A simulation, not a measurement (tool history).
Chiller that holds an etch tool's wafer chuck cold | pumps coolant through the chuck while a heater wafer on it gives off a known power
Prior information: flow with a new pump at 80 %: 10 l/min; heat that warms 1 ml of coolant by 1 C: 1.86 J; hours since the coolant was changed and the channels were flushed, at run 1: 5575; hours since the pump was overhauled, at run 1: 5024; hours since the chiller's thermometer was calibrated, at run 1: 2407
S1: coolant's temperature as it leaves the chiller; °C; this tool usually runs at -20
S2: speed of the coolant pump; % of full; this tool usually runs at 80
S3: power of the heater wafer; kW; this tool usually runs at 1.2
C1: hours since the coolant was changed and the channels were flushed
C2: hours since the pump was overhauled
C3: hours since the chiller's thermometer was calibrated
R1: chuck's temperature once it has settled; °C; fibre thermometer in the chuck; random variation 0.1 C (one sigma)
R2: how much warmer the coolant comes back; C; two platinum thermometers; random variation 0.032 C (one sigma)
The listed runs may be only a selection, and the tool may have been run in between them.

run	hour	S1	S2	S3	C1	C2	C3	R1	R2
1	0	-20	80	1.2	5575	5024	2407	-10.5	4.17
2	185.7	-25	80	1.2	5761	5209	2593	-15.4	4.24
3	276.5	-25	80	1.2	5852	5300	2684	-15.4	4.26
4	432.6	-25	80	1.2	6008	5456	2840	-15.4	4.28
5	614.5	-25	80	1.2	6190	5638	3022	-14.9	4.27
6	706	-20	73	1.2	6281	5730	3113	-9.4	4.73
7	846.4	-20	81	0.849	6422	5870	3254	-13.1	3.04
# hour 867.2: coolant pump overhauled
8	1028.5	-20	80	1.719	6599	161	3431	-5.4	6.59
9	1125.8	-25	65	1.2	6696	259	3528	-12.6	5.77
# hour 1143.3: chiller's thermometer calibrated
# hour 1164.9: coolant pump overhauled, once more
10	1337.9	-20	98	0.897	6902	173	190	-14.4	2.28

Predict each of these 3 candidate next runs independently; none follows another, all start after run 10:
A	1476.8	-16	66	1.287	7041	312	328	?	?
B	1476.8	-21	98	1.562	7041	312	328	?	?
C	1476.8	-20	74	0.793	7041	312	328	?	?

run	R1	R2
A	-5.1	5.08
B	-11.2	4.06
C	-14	2.72
Without the tool's hidden state the same runs would have given:
run	R1	R2
A	-5.7	5.11
B	-11.8	4.09
C	-14.4	2.74
